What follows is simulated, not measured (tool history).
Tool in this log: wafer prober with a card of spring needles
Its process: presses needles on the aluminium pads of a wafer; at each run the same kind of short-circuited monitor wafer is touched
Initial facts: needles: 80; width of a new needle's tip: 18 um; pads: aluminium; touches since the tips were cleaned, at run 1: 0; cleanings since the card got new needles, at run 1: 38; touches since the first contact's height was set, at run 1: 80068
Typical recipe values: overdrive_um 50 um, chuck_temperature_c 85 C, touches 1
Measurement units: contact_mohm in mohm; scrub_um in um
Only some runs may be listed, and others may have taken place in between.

run    day  overdrive_um  chuck_temperature_c  touches  touches since the tips were cleaned  cleanings since the card got new needles  touches since the first contact's height was set  contact_mohm  scrub_um
  1  0.000            50                   85        1                                    0                                        38                                             80068           192      8.28
  2  0.183            50                   85        1                                 1335                                        38                                             81403           201      8.20
     0.275  -- tips cleaned on abrasive film
     0.571  -- tips cleaned on abrasive film
  3  0.579            50                   85        1                                   65                                        40                                             84195           192      8.29
  4  0.821            50                  106        1                                 1810                                        40                                             85940           209      8.26
     0.846  -- tips cleaned on abrasive film
  5  1.042            50                   85        2                                 1408                                        41                                             87514           198      8.27
     1.142  -- tips cleaned on abrasive film
     1.421  -- tips cleaned on abrasive film
  6  1.450            50                   85        2                                  198                                        43                                             90394           195      8.29
     1.712  -- tips cleaned on abrasive film
  7  1.754            50                   85        2                                  301                                        44                                             92575           191      8.23
     2.000  -- tips cleaned on abrasive film
  8  2.008            50                   85        2                                   73                                        45                                             94371           193      8.26
     2.288  -- tips cleaned on abrasive film
  9  2.388            50                   85        2                                  728                                        46                                             97097           195      8.19
     2.558  -- tips cleaned on abrasive film
 10  2.575            45                   85        1                                  118                                        47                                             98408           201      7.35
     2.829  -- tips cleaned on abrasive film
 11  2.967            50                   85        1                                  976                                        48                                            101202           201      8.11
     3.117  -- tips cleaned on abrasive film
 12  3.221            50                   85        1                                  754                                        49                                            103011           204      8.13
     3.417  -- tips cleaned on abrasive film
 13  3.567            56                   29        1                                 1098                                        50                                            105492           188      9.29
     3.700  -- tips cleaned on abrasive film
 14  3.958            34                   94        3                                 1857                                        51                                            108279           217      5.37
     4.000  -- tips cleaned on abrasive film
     4.275  -- tips cleaned on abrasive film
 15  4.275            50                   29        2                                    0                                        53                                            110510           181      8.11
     4.558  -- tips cleaned on abrasive film
 16  4.558            44                   84        2                                    0                                        54                                            112528           194      7.09
     4.829  -- tips cleaned on abrasive film
 17  4.838            50                   99        2                                   60                                        55                                            114532           196      8.19
     5.125  -- tips cleaned on abrasive film
 18  5.125            50                  117        1                                    0                                        56                                            116565           202      8.13
     5.412  -- tips cleaned on abrasive film
 19  5.492            50                   44        1                                  572                                        57                                            119191           190      8.09
     5.700  -- tips cleaned on abrasive film
 20  5.792            54                   47        2                                  685                                        58                                            121336           186      8.78
     5.967  -- tips cleaned on abrasive film
 21  6.058            54                   47        2                                  646                                        59                                            123218           185      8.71
     6.238  -- tips cleaned on abrasive film
 22  6.275            54                   47        2                                  274                                        60                                            124761           184      8.75
     6.521  -- tips cleaned on abrasive film
 23  6.712            39                   29        1                                 1371                                        61                                            127875           210      6.07
     6.812  -- tips cleaned on abrasive film
 24  7.038            40                   85        1                                 1627                                        62                                            130194           221      6.36

Forecast each of these 4 alternatives for the next run:
     7.088  -- tips cleaned on abrasive film
     7.362  -- tips cleaned on abrasive film
  A  7.467            32                   39        3                                  742                                        64                                            133245             ?         ?
     7.088  -- tips cleaned on abrasive film
     7.362  -- tips cleaned on abrasive film
  B  7.467            39                   85        1                                  742                                        64                                            133245             ?         ?
     7.088  -- tips cleaned on abrasive film
     7.362  -- tips cleaned on abrasive film
  C  7.467            50                   53        1                                  742                                        64                                            133245             ?         ?
     7.088  -- tips cleaned on abrasive film
     7.362  -- tips cleaned on abrasive film
  D  7.467            36                   89        2                                  742                                        64                                            133245             ?         ?

run  contact_mohm  scrub_um
  A           202      4.82
  B           209      6.07
  C           194      8.08
  D           213      5.51
Without the tool's unlogged condition, the same runs would have read:
run  contact_mohm  scrub_um
  A           189      5.55
  B           192      6.80
  C           183      8.82
  D           199      6.24
